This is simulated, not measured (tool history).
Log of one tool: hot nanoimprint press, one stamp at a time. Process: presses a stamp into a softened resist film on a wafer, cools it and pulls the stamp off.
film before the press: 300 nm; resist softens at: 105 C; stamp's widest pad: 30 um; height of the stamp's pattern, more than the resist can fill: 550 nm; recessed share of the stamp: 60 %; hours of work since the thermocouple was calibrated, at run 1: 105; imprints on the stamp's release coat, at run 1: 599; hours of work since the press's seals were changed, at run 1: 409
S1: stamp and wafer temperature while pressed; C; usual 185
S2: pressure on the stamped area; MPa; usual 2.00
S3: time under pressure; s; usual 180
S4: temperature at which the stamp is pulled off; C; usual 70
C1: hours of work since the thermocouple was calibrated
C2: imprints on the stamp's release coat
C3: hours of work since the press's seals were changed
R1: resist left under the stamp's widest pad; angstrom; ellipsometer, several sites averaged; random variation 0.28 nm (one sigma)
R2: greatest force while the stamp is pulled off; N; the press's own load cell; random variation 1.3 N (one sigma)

| run | day | S1 | S2 | S3 | S4 | C1 | C2 | C3 | R1 | R2 |
|---|---|---|---|---|---|---|---|---|---|---|
| 1 | 0.000 | 185 | 2.00 | 180 | 70 | 105 | 599 | 409 | 1558 | 122 |
| 2 | 1.233 | 185 | 2.00 | 180 | 70 | 118 | 691 | 422 | 1557 | 123 |
| 3 | 2.450 | 185 | 2.00 | 180 | 70 | 131 | 782 | 435 | 1562 | 120 |
| 4 | 3.229 | 185 | 2.00 | 180 | 70 | 139 | 840 | 443 | 1561 | 122 |
| 5 | 3.992 | 185 | 2.00 | 180 | 70 | 147 | 897 | 451 | 1565 | 123 |
| 6 | 4.792 | 185 | 2.00 | 180 | 70 | 156 | 957 | 460 | 1556 | 125 |

Forecast run 7:
| 7 | 5.596 | 176 | 2.04 | 256 | 70 | 164 | 1017 | 468 | ? | ? |

Run 7 gave R1 1802 angstrom, R2 123 N.
Without the tool's hidden state the same run would have given R1 1795 angstrom, R2 122 N.
